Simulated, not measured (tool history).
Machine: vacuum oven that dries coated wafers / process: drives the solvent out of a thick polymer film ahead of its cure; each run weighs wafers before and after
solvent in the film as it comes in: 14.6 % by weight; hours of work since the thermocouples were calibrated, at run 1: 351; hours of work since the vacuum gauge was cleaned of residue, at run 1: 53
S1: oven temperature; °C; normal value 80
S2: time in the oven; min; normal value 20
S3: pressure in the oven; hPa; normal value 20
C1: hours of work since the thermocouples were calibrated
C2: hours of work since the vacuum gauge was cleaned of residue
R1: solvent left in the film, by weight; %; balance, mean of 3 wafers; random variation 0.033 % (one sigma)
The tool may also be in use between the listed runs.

run 1 hour=0 | S1=80 S2=20 S3=20 | C1=351 C2=53 | R1=6.11
run 2 hour=66.6 | S1=93 S2=20 S3=20 | C1=401 C2=103 | R1=3
run 3 hour=132.3 | S1=93 S2=21 S3=20 | C1=450 C2=152 | R1=2.95
run 4 hour=172.5 | S1=80 S2=20 S3=20 | C1=480 C2=182 | R1=6.07
run 5 hour=254.5 | S1=80 S2=20 S3=20 | C1=542 C2=244 | R1=6.08
run 6 hour=342 | S1=80 S2=20 S3=20 | C1=608 C2=310 | R1=6.08
run 7 hour=411.9 | S1=80 S2=20 S3=20 | C1=660 C2=362 | R1=6.06
run 8 hour=496.6 | S1=80 S2=20 S3=20 | C1=724 C2=426 | R1=6.13
run 9 hour=546.6 | S1=80 S2=20 S3=20 | C1=762 C2=464 | R1=6.13
run 10 hour=590.2 | S1=80 S2=20 S3=20 | C1=795 C2=497 | R1=6.17
run 11 hour=669.1 | S1=80 S2=20 S3=20 | C1=854 C2=556 | R1=6.08
run 12 hour=731.7 | S1=80 S2=20 S3=20 | C1=901 C2=603 | R1=6.15
run 13 hour=780.6 | S1=80 S2=20 S3=20 | C1=938 C2=640 | R1=6.15
run 14 hour=832.4 | S1=80 S2=20 S3=20 | C1=977 C2=679 | R1=6.19
run 15 hour=881.1 | S1=80 S2=20 S3=20 | C1=1013 C2=715 | R1=6.16
run 16 hour=973.2 | S1=80 S2=20 S3=20 | C1=1083 C2=785 | R1=6.18
run 17 hour=1059.9 | S1=80 S2=20 S3=20 | C1=1148 C2=850 | R1=6.16
run 18 hour=1123.6 | S1=80 S2=11 S3=20 | C1=1196 C2=898 | R1=7.92
run 19 hour=1163.4 | S1=80 S2=11 S3=20 | C1=1226 C2=928 | R1=7.87
run 20 hour=1215.4 | S1=87 S2=20 S3=20 | C1=1265 C2=967 | R1=4.28
run 21 hour=1264.6 | S1=87 S2=20 S3=20 | C1=1302 C2=1004 | R1=4.32
-- hour=1274.7 oven's thermocouples calibrated
run 22 hour=1318.8 | S1=87 S2=20 S3=20 | C1=33 C2=1043 | R1=4.17
run 23 hour=1375.9 | S1=87 S2=20 S3=20 | C1=76 C2=1086 | R1=4.19
run 24 hour=1435.1 | S1=87 S2=20 S3=20 | C1=121 C2=1130 | R1=4.25
run 25 hour=1478.8 | S1=77 S2=11 S3=26.4 | C1=153 C2=1163 | R1=9.52
run 26 hour=1517.9 | S1=77 S2=11 S3=26.4 | C1=183 C2=1193 | R1=9.5
-- hour=1559.3 oven's thermocouples calibrated, once more
run 27 hour=1592.3 | S1=77 S2=11 S3=26.4 | C1=25 C2=1247 | R1=10.77
run 28 hour=1641 | S1=70 S2=28 S3=30.5 | C1=61 C2=1284 | R1=12.78
run 29 hour=1680.4 | S1=70 S2=28 S3=30.5 | C1=91 C2=1313 | R1=12.72
run 30 hour=1737.9 | S1=70 S2=27 S3=51.8 | C1=134 C2=1357 | R1=14.66
run 31 hour=1795.8 | S1=80 S2=27 S3=20 | C1=178 C2=1400 | R1=6.72
run 32 hour=1873 | S1=74 S2=20 S3=43.9 | C1=236 C2=1458 | R1=14.1
run 33 hour=1948.8 | S1=81 S2=23 S3=27 | C1=293 C2=1515 | R1=8.06
run 34 hour=2033.4 | S1=81 S2=23 S3=27 | C1=357 C2=1579 | R1=7.98
run 35 hour=2125.6 | S1=81 S2=23 S3=27 | C1=426 C2=1648 | R1=8.06
-- hour=2180.4 vacuum gauge cleaned of residue and calibrated
run 36 hour=2188 | S1=81 S2=23 S3=27 | C1=472 C2=6 | R1=6.78
run 37 hour=2274.1 | S1=81 S2=23 S3=27 | C1=536 C2=70 | R1=6.8
run 38 hour=2340.1 | S1=81 S2=23 S3=27 | C1=586 C2=120 | R1=6.79
run 39 hour=2407.3 | S1=81 S2=23 S3=27 | C1=637 C2=171 | R1=6.75
run 40 hour=2447.1 | S1=77 S2=26 S3=23.1 | C1=667 C2=201 | R1=7.13
run 41 hour=2529.7 | S1=94 S2=16 S3=20 | C1=729 C2=263 | R1=3.26

Expected results for the next run?
run 42 hour=2593.8 | S1=70 S2=24 S3=56.7 | C1=777 C2=311 | R1=?

Run 42 came out at R1 14.69 %.
Had the tool carried no hidden state, the very same run would have given R1 14.69 %.
